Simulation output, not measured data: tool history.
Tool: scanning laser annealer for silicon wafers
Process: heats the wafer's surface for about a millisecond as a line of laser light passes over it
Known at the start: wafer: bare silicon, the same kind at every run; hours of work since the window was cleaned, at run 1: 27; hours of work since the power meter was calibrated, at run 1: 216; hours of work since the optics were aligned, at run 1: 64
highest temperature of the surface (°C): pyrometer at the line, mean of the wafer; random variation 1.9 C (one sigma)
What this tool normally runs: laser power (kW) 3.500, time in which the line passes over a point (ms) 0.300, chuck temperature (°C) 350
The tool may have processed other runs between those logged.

run,hour,laser power (kW),time in which the line passes over a point (ms),chuck temperature (°C),hours of work since the window was cleaned,hours of work since the power meter was calibrated,hours of work since the optics were aligned,highest temperature of the surface (°C)
1,0.0,3.500,0.300,350,27,216,64,1149
2,7.4,3.500,0.300,350,32,221,69,1153
3,12.7,3.500,0.300,350,35,224,72,1152
4,17.9,3.500,0.300,350,38,227,75,1151
5,26.9,3.238,0.300,350,44,233,81,1083
6,36.5,3.465,0.300,350,50,239,87,1141
7,44.4,3.500,0.300,350,55,244,92,1148
8,50.8,3.500,0.300,329,59,248,96,1127
9,55.5,3.500,0.300,329,62,251,98,1128
10,61.3,3.181,0.300,326,65,254,102,1039
11,66.5,3.023,0.258,331,68,257,105,951
12,72.1,3.500,0.291,366,72,261,109,1150
13,79.0,3.500,0.291,366,76,265,113,1151
14,88.0,3.500,0.291,366,82,271,119,1150
15,95.6,3.357,0.292,385,86,275,123,1130
16,102.8,3.357,0.292,385,91,280,128,1133
17,108.4,3.357,0.292,385,94,283,131,1127

Each row is a separate what-if for the run after 17, all from the same tool condition, not one after another. Results?
A,114.6,3.152,0.285,350,98,287,135,?
B,114.6,3.759,0.292,385,98,287,135,?
C,114.6,3.076,0.300,350,98,287,135,?
D,114.6,3.357,0.226,385,98,287,135,?
E,114.6,3.027,0.216,352,98,287,135,?

run,highest temperature of the surface (°C)
A,1032
B,1237
C,1031
D,1033
E,914
Without the tool's unlogged condition, the same runs would have read:
run,highest temperature of the surface (°C)
A,1047
B,1256
C,1047
D,1048
E,927
